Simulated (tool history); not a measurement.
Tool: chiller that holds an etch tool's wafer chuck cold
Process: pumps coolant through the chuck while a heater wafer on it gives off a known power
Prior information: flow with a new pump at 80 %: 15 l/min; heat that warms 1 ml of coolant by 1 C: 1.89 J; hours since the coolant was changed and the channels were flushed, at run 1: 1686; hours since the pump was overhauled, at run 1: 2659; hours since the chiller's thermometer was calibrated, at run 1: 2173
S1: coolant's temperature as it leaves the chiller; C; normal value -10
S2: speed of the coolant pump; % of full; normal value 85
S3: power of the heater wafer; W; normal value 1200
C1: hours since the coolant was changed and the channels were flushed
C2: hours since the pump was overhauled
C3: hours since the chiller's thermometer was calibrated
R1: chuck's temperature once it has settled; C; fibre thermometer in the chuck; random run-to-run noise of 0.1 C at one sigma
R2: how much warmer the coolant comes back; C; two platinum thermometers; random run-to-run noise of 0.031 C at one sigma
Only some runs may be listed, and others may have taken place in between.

run 1 day=0.000 | S1=-10 S2=85 S3=1200 | C1=1686 C2=2659 C3=2173 | R1=5.7 R2=2.59
run 2 day=2.525 | S1=-10 S2=85 S3=1200 | C1=1746 C2=2719 C3=2234 | R1=5.6 R2=2.59
run 3 day=4.079 | S1=-7 S2=85 S3=1200 | C1=1784 C2=2757 C3=2271 | R1=8.5 R2=2.60
run 4 day=6.533 | S1=-10 S2=85 S3=1200 | C1=1843 C2=2816 C3=2330 | R1=5.6 R2=2.60
run 5 day=8.442 | S1=-10 S2=85 S3=1200 | C1=1888 C2=2861 C3=2376 | R1=5.7 R2=2.61
run 6 day=9.567 | S1=-8 S2=85 S3=1200 | C1=1915 C2=2888 C3=2403 | R1=7.8 R2=2.65
run 7 day=11.892 | S1=-8 S2=85 S3=1200 | C1=1971 C2=2944 C3=2459 | R1=7.8 R2=2.64
run 8 day=14.271 | S1=-11 S2=85 S3=1200 | C1=2028 C2=3001 C3=2516 | R1=4.7 R2=2.64
run 9 day=16.467 | S1=-10 S2=85 S3=1284 | C1=2081 C2=3054 C3=2568 | R1=6.9 R2=2.79
run 10 day=17.758 | S1=-10 S2=71 S3=1200 | C1=2112 C2=3085 C3=2599 | R1=7.8 R2=3.13
run 11 day=19.367 | S1=-10 S2=85 S3=1200 | C1=2151 C2=3124 C3=2638 | R1=5.8 R2=2.66
run 12 day=21.058 | S1=-6 S2=85 S3=1200 | C1=2191 C2=3164 C3=2679 | R1=10.2 R2=2.67
run 13 day=23.012 | S1=-6 S2=85 S3=1200 | C1=2238 C2=3211 C3=2726 | R1=10.3 R2=2.62
run 14 day=24.496 | S1=-6 S2=67 S3=1200 | C1=2274 C2=3247 C3=2761 | R1=12.4 R2=3.33
run 15 day=26.196 | S1=-6 S2=67 S3=1200 | C1=2314 C2=3287 C3=2802 | R1=12.3 R2=3.39
run 16 day=27.579 | S1=-10 S2=88 S3=1200 | C1=2348 C2=3321 C3=2835 | R1=5.9 R2=2.51
run 17 day=29.446 | S1=-10 S2=88 S3=1200 | C1=2392 C2=3365 C3=2880 | R1=5.8 R2=2.56
run 18 day=30.829 | S1=-7 S2=70 S3=1135 | C1=2426 C2=3399 C3=2913 | R1=10.2 R2=3.04
run 19 day=32.254 | S1=-14 S2=75 S3=728 | C1=2460 C2=3433 C3=2947 | R1=-3.2 R2=1.83
run 20 day=34.342 | S1=-14 S2=75 S3=728 | C1=2510 C2=3483 C3=2997 | R1=-3.4 R2=1.80
run 21 day=36.150 | S1=-14 S2=75 S3=728 | C1=2553 C2=3526 C3=3041 | R1=-3.2 R2=1.86
run 22 day=37.254 | S1=-14 S2=75 S3=728 | C1=2580 C2=3553 C3=3067 | R1=-3.0 R2=1.81
run 23 day=39.717 | S1=-18 S2=78 S3=1530 | C1=2639 C2=3612 C3=3126 | R1=4.0 R2=3.67
run 24 day=41.538 | S1=-9 S2=85 S3=1250 | C1=2683 C2=3656 C3=3170 | R1=8.4 R2=2.76
run 25 day=42.996 | S1=-9 S2=85 S3=1500 | C1=2718 C2=3691 C3=3205 | R1=11.6 R2=3.33
run 26 day=45.458 | S1=-6 S2=95 S3=1500 | C1=2777 C2=3750 C3=3264 | R1=13.6 R2=2.99
run 27 day=47.471 | S1=-6 S2=95 S3=693 | C1=2825 C2=3798 C3=3313 | R1=3.2 R2=1.38
run 28 day=49.104 | S1=-6 S2=94 S3=693 | C1=2864 C2=3837 C3=3352 | R1=3.3 R2=1.46
run 29 day=51.488 | S1=-6 S2=94 S3=693 | C1=2921 C2=3894 C3=3409 | R1=3.3 R2=1.39
run 30 day=52.996 | S1=-13 S2=64 S3=1423 | C1=2958 C2=3931 C3=3445 | R1=10.3 R2=4.32
run 31 day=54.408 | S1=0 S2=64 S3=611 | C1=2992 C2=3965 C3=3479 | R1=10.2 R2=1.83
run 32 day=56.358 | S1=0 S2=64 S3=611 | C1=3038 C2=4011 C3=3526 | R1=10.0 R2=1.86
run 33 day=57.950 | S1=-10 S2=85 S3=1657 | C1=3077 C2=4050 C3=3564 | R1=13.3 R2=3.78

Measured minus without-hidden-state, run by run (identical run-to-run variation in each term; gauge scatter may differ):
Unlogged tool condition in this case: heat passed by the chuck's channels, % of clean ones'; flow at a given pump speed, % of a new pump's; coolant's true temperature over the reading, C; drift of the gauge itself on chuck_c, C; drift of the gauge itself on warmer_back_c, C.
run=1 R1=+1.8 R2=+0.21
run=2 R1=+1.9 R2=+0.21
run=3 R1=+2.0 R2=+0.22
run=4 R1=+2.0 R2=+0.23
run=5 R1=+2.0 R2=+0.22
run=6 R1=+2.1 R2=+0.23
run=7 R1=+2.1 R2=+0.23
run=8 R1=+2.2 R2=+0.24
run=9 R1=+2.3 R2=+0.26
run=10 R1=+2.5 R2=+0.29
run=11 R1=+2.3 R2=+0.25
run=12 R1=+2.4 R2=+0.25
run=13 R1=+2.4 R2=+0.25
run=14 R1=+2.7 R2=+0.32
run=15 R1=+2.8 R2=+0.33
run=16 R1=+2.4 R2=+0.25
run=17 R1=+2.5 R2=+0.26
run=18 R1=+2.7 R2=+0.31
run=19 R1=+1.8 R2=+0.19
run=20 R1=+1.8 R2=+0.19
run=21 R1=+1.8 R2=+0.19
run=22 R1=+1.9 R2=+0.19
run=23 R1=+3.6 R2=+0.40
run=24 R1=+3.0 R2=+0.30
run=25 R1=+3.5 R2=+0.36
run=26 R1=+3.4 R2=+0.33
run=27 R1=+1.8 R2=+0.16
run=28 R1=+1.8 R2=+0.16
run=29 R1=+1.8 R2=+0.16
run=30 R1=+4.2 R2=+0.50
run=31 R1=+2.0 R2=+0.22
run=32 R1=+2.1 R2=+0.22
run=33 R1=+4.3 R2=+0.44

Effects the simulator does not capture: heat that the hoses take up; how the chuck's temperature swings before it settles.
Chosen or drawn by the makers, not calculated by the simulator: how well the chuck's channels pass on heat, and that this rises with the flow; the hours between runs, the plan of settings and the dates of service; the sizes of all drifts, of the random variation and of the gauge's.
